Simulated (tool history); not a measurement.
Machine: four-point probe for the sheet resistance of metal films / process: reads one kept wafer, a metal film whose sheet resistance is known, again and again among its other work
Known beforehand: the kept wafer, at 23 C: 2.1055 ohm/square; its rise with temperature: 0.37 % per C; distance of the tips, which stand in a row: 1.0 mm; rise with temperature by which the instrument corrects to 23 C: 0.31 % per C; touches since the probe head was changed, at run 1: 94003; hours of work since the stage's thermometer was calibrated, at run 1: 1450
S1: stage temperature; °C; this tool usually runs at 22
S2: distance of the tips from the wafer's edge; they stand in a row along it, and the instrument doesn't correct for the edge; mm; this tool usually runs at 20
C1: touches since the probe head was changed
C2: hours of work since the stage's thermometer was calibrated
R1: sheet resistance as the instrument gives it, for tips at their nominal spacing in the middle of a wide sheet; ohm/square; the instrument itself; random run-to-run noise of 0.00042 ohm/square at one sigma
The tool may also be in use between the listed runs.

run 1 hour=0 | S1=22 S2=20 | C1=94003 C2=1450 | R1=2.138802
run 2 hour=69.2 | S1=22 S2=20 | C1=97837 C2=1495 | R1=2.140321
-- hour=137.1 new probe head fitted
run 3 hour=141.7 | S1=22 S2=20 | C1=254 C2=1541 | R1=2.114663
run 4 hour=189.7 | S1=22 S2=10 | C1=2912 C2=1572 | R1=2.12395
run 5 hour=252.6 | S1=22 S2=10 | C1=6394 C2=1613 | R1=2.126063
run 6 hour=290.1 | S1=22 S2=16 | C1=8473 C2=1637 | R1=2.119327
run 7 hour=363.8 | S1=22 S2=20 | C1=12556 C2=1684 | R1=2.118636
run 8 hour=421.3 | S1=22 S2=20 | C1=15740 C2=1721 | R1=2.118881
run 9 hour=501.5 | S1=22 S2=20 | C1=20179 C2=1773 | R1=2.1214
run 10 hour=567.9 | S1=22 S2=20 | C1=23861 C2=1816 | R1=2.122234
run 11 hour=624.9 | S1=22 S2=20 | C1=27017 C2=1853 | R1=2.123048
run 12 hour=692.5 | S1=22 S2=20 | C1=30760 C2=1897 | R1=2.124391
run 13 hour=731.9 | S1=22 S2=20 | C1=32941 C2=1922 | R1=2.125242
run 14 hour=770.2 | S1=22 S2=20 | C1=35061 C2=1947 | R1=2.126156
run 15 hour=827.4 | S1=22 S2=20 | C1=38233 C2=1984 | R1=2.12742
-- hour=833.3 stage's thermometer calibrated
run 16 hour=909.6 | S1=22 S2=20 | C1=42756 C2=49 | R1=2.130479
run 17 hour=977.7 | S1=22 S2=20 | C1=46529 C2=93 | R1=2.130969
run 18 hour=1049.2 | S1=22 S2=20 | C1=50491 C2=139 | R1=2.13245
-- hour=1089.9 stage's thermometer calibrated, once more
run 19 hour=1107.4 | S1=22 S2=20 | C1=53686 C2=11 | R1=2.128984
run 20 hour=1144.2 | S1=22 S2=20 | C1=55725 C2=35 | R1=2.129107
run 21 hour=1180.5 | S1=22 S2=20 | C1=57735 C2=59 | R1=2.129525
run 22 hour=1247.4 | S1=22 S2=20 | C1=61436 C2=102 | R1=2.131719
run 23 hour=1328.7 | S1=23 S2=27 | C1=65941 C2=154 | R1=2.132703
run 24 hour=1364 | S1=20 S2=10 | C1=67894 C2=177 | R1=2.139511
run 25 hour=1407.8 | S1=19 S2=51 | C1=70322 C2=205 | R1=2.127656
run 26 hour=1443 | S1=22 S2=4 | C1=72270 C2=228 | R1=2.200822
run 27 hour=1517.2 | S1=31 S2=14 | C1=76384 C2=276 | R1=2.149456
run 28 hour=1557.4 | S1=26 S2=9 | C1=78605 C2=302 | R1=2.153737
run 29 hour=1599.2 | S1=32 S2=5 | C1=80925 C2=329 | R1=2.192144
run 30 hour=1683.8 | S1=32 S2=5 | C1=85608 C2=383 | R1=2.193919
run 31 hour=1737.8 | S1=20 S2=5 | C1=88597 C2=418 | R1=2.179029
run 32 hour=1805.8 | S1=20 S2=7 | C1=92364 C2=462 | R1=2.158432
run 33 hour=1863.6 | S1=20 S2=7 | C1=95568 C2=500 | R1=2.160037
run 34 hour=1932.7 | S1=19 S2=28 | C1=99394 C2=544 | R1=2.138208
-- hour=1967.5 new probe head fitted
run 35 hour=1988.2 | S1=20 S2=49 | C1=1147 C2=579 | R1=2.103361
run 36 hour=2053.6 | S1=27 S2=30 | C1=4766 C2=622 | R1=2.112994
run 37 hour=2097.7 | S1=27 S2=30 | C1=7209 C2=650 | R1=2.114463
run 38 hour=2155.1 | S1=27 S2=30 | C1=10386 C2=687 | R1=2.115514
run 39 hour=2201.8 | S1=22 S2=45 | C1=12977 C2=717 | R1=2.109843
run 40 hour=2262.2 | S1=19 S2=54 | C1=16319 C2=756 | R1=2.107091
run 41 hour=2310.9 | S1=28 S2=38 | C1=19019 C2=788 | R1=2.11938
run 42 hour=2359.5 | S1=27 S2=9 | C1=21711 C2=819 | R1=2.132145
run 43 hour=2438.6 | S1=25 S2=10 | C1=26090 C2=870 | R1=2.128975
run 44 hour=2513.6 | S1=25 S2=10 | C1=30243 C2=919 | R1=2.12882

Branching from run 44: 4 alternative next runs. What would each branch give?
run A hour=2577.7 | S1=32 S2=39 | C1=33793 C2=960 | R1=?
run B hour=2577.7 | S1=19 S2=35 | C1=33793 C2=960 | R1=?
run C hour=2577.7 | S1=20 S2=20 | C1=33793 C2=960 | R1=?
run D hour=2577.7 | S1=33 S2=16 | C1=33793 C2=960 | R1=?

run=A R1=2.128911
run=B R1=2.112519
run=C R1=2.116052
run=D R1=2.133046
What these runs would have given with no unlogged condition in the tool:
run=A R1=2.11757
run=B R1=2.101184
run=C R1=2.104705
run=D R1=2.121691

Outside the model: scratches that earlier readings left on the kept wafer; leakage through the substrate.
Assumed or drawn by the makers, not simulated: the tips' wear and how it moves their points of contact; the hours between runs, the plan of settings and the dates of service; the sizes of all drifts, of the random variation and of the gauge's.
